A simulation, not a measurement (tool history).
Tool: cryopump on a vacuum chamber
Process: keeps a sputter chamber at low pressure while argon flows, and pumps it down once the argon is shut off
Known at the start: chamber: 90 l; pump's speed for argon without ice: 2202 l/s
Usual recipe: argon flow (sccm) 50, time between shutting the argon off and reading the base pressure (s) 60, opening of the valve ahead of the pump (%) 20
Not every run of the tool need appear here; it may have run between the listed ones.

| run | day | argon flow (sccm) | time between shutting the argon off and reading the base pressure (s) | opening of the valve ahead of the pump (%) | pressure while argon flows (Pa) | pressure after the wait (uPa) |
|---|---|---|---|---|---|---|
| 1 | 0.000 | 50 | 60 | 20 | 0.1959 | 1.67 |
| 2 | 0.600 | 50 | 60 | 20 | 0.1975 | 1.66 |
| 3 | 0.971 | 50 | 60 | 20 | 0.1969 | 1.60 |
| 4 | 1.783 | 50 | 169 | 20 | 0.1993 | 1.15 |
| 5 | 2.171 | 50 | 169 | 20 | 0.1972 | 1.20 |
| 6 | 2.688 | 50 | 25 | 20 | 0.1992 | 3.03 |
| 7 | 3.338 | 50 | 25 | 20 | 0.1979 | 2.91 |
| 8 | 3.904 | 50 | 25 | 20 | 0.1984 | 2.92 |
| 9 | 4.662 | 50 | 25 | 20 | 0.1965 | 2.90 |
| 10 | 5.312 | 50 | 25 | 20 | 0.2011 | 3.03 |
| 11 | 6.100 | 50 | 60 | 20 | 0.2004 | 1.87 |
| 12 | 6.742 | 50 | 60 | 20 | 0.2005 | 1.90 |
| 13 | 7.371 | 50 | 60 | 20 | 0.2003 | 1.85 |
| 14 | 8.133 | 50 | 60 | 20 | 0.1994 | 1.92 |
| 15 | 8.800 | 51 | 60 | 18 | 0.2258 | 1.90 |
| 16 | 9.462 | 51 | 60 | 18 | 0.2258 | 1.94 |
| 17 | 9.996 | 51 | 60 | 18 | 0.2252 | 1.93 |
| 18 | 10.504 | 39 | 74 | 18 | 0.1727 | 1.74 |
| 19 | 11.096 | 39 | 74 | 18 | 0.1735 | 1.75 |
| 20 | 11.604 | 22 | 222 | 20 | 0.0883 | 1.29 |
| 21 | 12.462 | 22 | 222 | 20 | 0.0888 | 1.33 |
| 22 | 13.329 | 30 | 60 | 22 | 0.1104 | 2.03 |
| 23 | 14.171 | 30 | 60 | 22 | 0.1121 | 2.07 |
| 24 | 14.938 | 67 | 114 | 20 | 0.2700 | 1.62 |
| 25 | 15.583 | 50 | 53 | 20 | 0.2017 | 2.18 |
| 26 | 16.092 | 81 | 101 | 16 | 0.4067 | 1.78 |

A few steps of pressure while argon flows (Pa) between consecutive runs. Split each: what settings, incoming material and random variation would produce without the hidden state, and what is left over for the hidden state, along with gauge scatter present in only one of the two compared results (measured, and without hidden state):
The tool's hidden condition here consists of: pump's speed, % of a pump's without ice; cold plate's temperature, K; leak into the chamber, uPa l/s; drift of the gauge itself on working_pa, %; drift of the gauge itself on base_upa, %.
Run 23 -> 24: argon flow (sccm) 30 -> 67, time between shutting the argon off and reading the base pressure (s) 60 -> 114, opening of the valve ahead of the pump (%) 22 -> 20. pressure while argon flows (Pa) +0.1579: hidden state +0.0077, all else +0.1502.
Run 25 -> 26: argon flow (sccm) 50 -> 81, time between shutting the argon off and reading the base pressure (s) 53 -> 101, opening of the valve ahead of the pump (%) 20 -> 16. pressure while argon flows (Pa) +0.2050: hidden state +0.0069, all else +0.1981.
